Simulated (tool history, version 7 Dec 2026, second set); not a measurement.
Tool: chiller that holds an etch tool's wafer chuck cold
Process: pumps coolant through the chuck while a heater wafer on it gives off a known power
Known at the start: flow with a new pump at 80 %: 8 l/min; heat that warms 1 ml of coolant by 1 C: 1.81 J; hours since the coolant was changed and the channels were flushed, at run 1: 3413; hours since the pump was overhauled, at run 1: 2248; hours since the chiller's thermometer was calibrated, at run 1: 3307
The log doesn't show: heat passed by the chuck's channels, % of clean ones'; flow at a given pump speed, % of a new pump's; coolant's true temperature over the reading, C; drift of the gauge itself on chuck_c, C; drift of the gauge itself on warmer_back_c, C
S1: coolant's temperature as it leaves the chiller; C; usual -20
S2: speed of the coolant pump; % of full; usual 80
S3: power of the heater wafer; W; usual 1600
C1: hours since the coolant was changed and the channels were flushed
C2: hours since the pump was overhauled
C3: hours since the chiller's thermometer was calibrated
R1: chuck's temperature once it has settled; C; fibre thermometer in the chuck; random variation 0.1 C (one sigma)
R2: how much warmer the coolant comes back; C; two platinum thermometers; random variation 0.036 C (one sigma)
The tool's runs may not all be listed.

run 1 hour=0.0 | S1=-20 S2=80 S3=1600 | C1=3413 C2=2248 C3=3307 | R1=-4.7 R2=7.01
run 2 hour=66.0 | S1=-20 S2=80 S3=1099 | C1=3479 C2=2314 C3=3373 | R1=-9.5 R2=4.81
run 3 hour=100.6 | S1=-18 S2=80 S3=1600 | C1=3514 C2=2349 C3=3408 | R1=-2.6 R2=6.99
run 4 hour=165.3 | S1=-20 S2=95 S3=1600 | C1=3578 C2=2413 C3=3472 | R1=-6.2 R2=5.97
run 5 hour=205.2 | S1=-20 S2=69 S3=1600 | C1=3618 C2=2453 C3=3512 | R1=-2.8 R2=8.04
run 6 hour=240.1 | S1=-20 S2=80 S3=1600 | C1=3653 C2=2488 C3=3547 | R1=-4.5 R2=7.01
run 7 hour=285.2 | S1=-20 S2=80 S3=1600 | C1=3698 C2=2533 C3=3592 | R1=-4.5 R2=7.05
run 8 hour=361.2 | S1=-20 S2=80 S3=1600 | C1=3774 C2=2609 C3=3668 | R1=-4.6 R2=7.06
run 9 hour=438.3 | S1=-20 S2=80 S3=1600 | C1=3851 C2=2686 C3=3745 | R1=-4.4 R2=7.02
run 10 hour=490.9 | S1=-20 S2=80 S3=1600 | C1=3904 C2=2739 C3=3798 | R1=-4.3 R2=7.06
run 11 hour=540.8 | S1=-20 S2=84 S3=1600 | C1=3954 C2=2789 C3=3848 | R1=-4.8 R2=6.71
run 12 hour=600.4 | S1=-20 S2=80 S3=1600 | C1=4013 C2=2848 C3=3908 | R1=-4.3 R2=7.10
run 13 hour=641.7 | S1=-20 S2=60 S3=1600 | C1=4055 C2=2890 C3=3949 | R1=-1.0 R2=9.43
run 14 hour=707.4 | S1=-20 S2=60 S3=1600 | C1=4120 C2=2955 C3=4015 | R1=-0.8 R2=9.38
run 15 hour=757.1 | S1=-19 S2=80 S3=1600 | C1=4170 C2=3005 C3=4064 | R1=-3.3 R2=7.13
run 16 hour=802.2 | S1=-19 S2=80 S3=1600 | C1=4215 C2=3050 C3=4109 | R1=-3.2 R2=7.11
run 17 hour=878.5 | S1=-19 S2=80 S3=1600 | C1=4292 C2=3127 C3=4186 | R1=-3.3 R2=7.12
run 18 hour=916.7 | S1=-20 S2=74 S3=1600 | C1=4330 C2=3165 C3=4224 | R1=-3.3 R2=7.70
run 19 hour=974.2 | S1=-26 S2=74 S3=882 | C1=4387 C2=3222 C3=4281 | R1=-17.0 R2=4.25
run 20 hour=1030.0 | S1=-16 S2=83 S3=1795 | C1=4443 C2=3278 C3=4337 | R1=1.2 R2=7.74
run 21 hour=1083.8 | S1=-20 S2=80 S3=1410 | C1=4497 C2=3332 C3=4391 | R1=-6.3 R2=6.33
run 22 hour=1129.2 | S1=-29 S2=97 S3=1600 | C1=4542 C2=3377 C3=4436 | R1=-15.2 R2=5.98
run 23 hour=1176.4 | S1=-20 S2=80 S3=2374 | C1=4589 C2=3424 C3=4484 | R1=3.8 R2=10.59
run 24 hour=1210.1 | S1=-20 S2=80 S3=2374 | C1=4623 C2=3458 C3=4517 | R1=3.9 R2=10.65
run 25 hour=1267.3 | S1=-13 S2=100 S3=1600 | C1=4680 C2=3515 C3=4574 | R1=0.6 R2=5.80
run 26 hour=1318.4 | S1=-13 S2=61 S3=2255 | C1=4731 C2=3566 C3=4626 | R1=14.3 R2=13.11
run 27 hour=1368.1 | S1=-10 S2=65 S3=2059 | C1=4781 C2=3616 C3=4675 | R1=13.8 R2=11.34
run 28 hour=1415.3 | S1=-10 S2=65 S3=2059 | C1=4828 C2=3663 C3=4722 | R1=14.0 R2=11.38
run 29 hour=1470.0 | S1=-10 S2=87 S3=1921 | C1=4883 C2=3718 C3=4777 | R1=8.2 R2=7.97
run 30 hour=1509.6 | S1=-10 S2=64 S3=1921 | C1=4923 C2=3758 C3=4817 | R1=12.6 R2=10.70
run 31 hour=1574.9 | S1=-10 S2=70 S3=1921 | C1=4988 C2=3823 C3=4882 | R1=11.4 R2=9.89
run 32 hour=1647.1 | S1=-24 S2=79 S3=2107 | C1=5060 C2=3895 C3=4954 | R1=-2.2 R2=9.67

Forecast each of these 4 alternatives for the next run:
run A hour=1697.3 | S1=-24 S2=79 S3=2107 | C1=5110 C2=3945 C3=5004 | R1=? R2=?
run B hour=1697.3 | S1=-15 S2=95 S3=2367 | C1=5110 C2=3945 C3=5004 | R1=? R2=?
run C hour=1697.3 | S1=-29 S2=80 S3=1600 | C1=5110 C2=3945 C3=5004 | R1=? R2=?
run D hour=1697.3 | S1=-20 S2=80 S3=901 | C1=5110 C2=3945 C3=5004 | R1=? R2=?

run=A R1=-2.4 R2=9.63
run=B R1=6.5 R2=9.11
run=C R1=-13.0 R2=7.21
run=D R1=-11.3 R2=4.06
Without the tool's hidden state the same runs would have given:
run=A R1=-5.1 R2=8.79
run=B R1=3.8 R2=8.32
run=C R1=-14.8 R2=6.58
run=D R1=-12.1 R2=3.70
